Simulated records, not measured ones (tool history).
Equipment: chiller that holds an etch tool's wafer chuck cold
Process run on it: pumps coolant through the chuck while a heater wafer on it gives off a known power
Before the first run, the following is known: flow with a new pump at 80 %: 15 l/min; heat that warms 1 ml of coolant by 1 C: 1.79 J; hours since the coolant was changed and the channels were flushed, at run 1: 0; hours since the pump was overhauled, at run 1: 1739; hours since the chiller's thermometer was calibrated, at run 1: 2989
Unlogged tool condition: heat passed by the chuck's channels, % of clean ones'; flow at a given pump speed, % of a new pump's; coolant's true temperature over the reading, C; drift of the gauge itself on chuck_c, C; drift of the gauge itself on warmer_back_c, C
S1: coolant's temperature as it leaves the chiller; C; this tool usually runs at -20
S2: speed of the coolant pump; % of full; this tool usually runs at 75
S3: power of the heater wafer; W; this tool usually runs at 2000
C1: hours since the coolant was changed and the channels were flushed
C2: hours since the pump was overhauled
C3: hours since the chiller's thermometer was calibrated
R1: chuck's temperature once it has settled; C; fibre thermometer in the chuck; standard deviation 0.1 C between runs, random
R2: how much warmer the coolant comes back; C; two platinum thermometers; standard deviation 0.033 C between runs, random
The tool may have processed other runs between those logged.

run	hour	S1	S2	S3	C1	C2	C3	R1	R2
1	0	-20	75	2000	0	1739	2989	-5.7	4.89
2	70.4	-20	75	2000	70	1810	3059	-5.8	4.88
3	124.2	-20	75	2000	124	1863	3113	-5.7	4.83
4	184.3	-20	75	2000	184	1924	3173	-5.5	4.92
5	256.3	-20	75	2000	256	1996	3245	-5.5	4.84
6	335.4	-20	75	2857	335	2075	3324	0.8	7
# hour 349.6: coolant pump overhauled
7	389.9	-26	81	1984	385	40	3374	-12.4	4.54
# hour 451: chiller's thermometer calibrated
8	488.2	-21	75	2901	482	138	37	0.6	7.13
9	589.1	-19	60	2000	583	239	138	-1	6.15
10	657.4	-19	60	2000	651	307	206	-0.9	6.15
11	752.8	-14	75	2108	747	402	302	1.7	5.23
12	807.7	-17	69	1315	802	457	357	-6.6	3.5

Branching from run 12: 5 alternative next runs. What would each branch give?
# hour 866.8: coolant pump overhauled, once more
A	911.5	-17	93	2317	901	45	456	?	?
# hour 866.8: coolant pump overhauled, once more
B	911.5	-17	69	2373	901	45	456	?	?
# hour 866.8: coolant pump overhauled, once more
C	911.5	-28	62	1315	901	45	456	?	?
# hour 866.8: coolant pump overhauled, once more
D	911.5	-12	79	2827	901	45	456	?	?
# hour 866.8: coolant pump overhauled, once more
E	911.5	-17	66	1315	901	45	456	?	?

run	R1	R2
A	-2.9	4.42
B	1.5	6.09
C	-17	3.77
D	7.8	6.38
E	-6.5	3.56
Take away the tool's hidden state, keep each run's random variation, and the runs would have read:
run	R1	R2
A	-3.1	4.43
B	1.3	6.1
C	-17.1	3.78
D	7.5	6.39
E	-6.6	3.56

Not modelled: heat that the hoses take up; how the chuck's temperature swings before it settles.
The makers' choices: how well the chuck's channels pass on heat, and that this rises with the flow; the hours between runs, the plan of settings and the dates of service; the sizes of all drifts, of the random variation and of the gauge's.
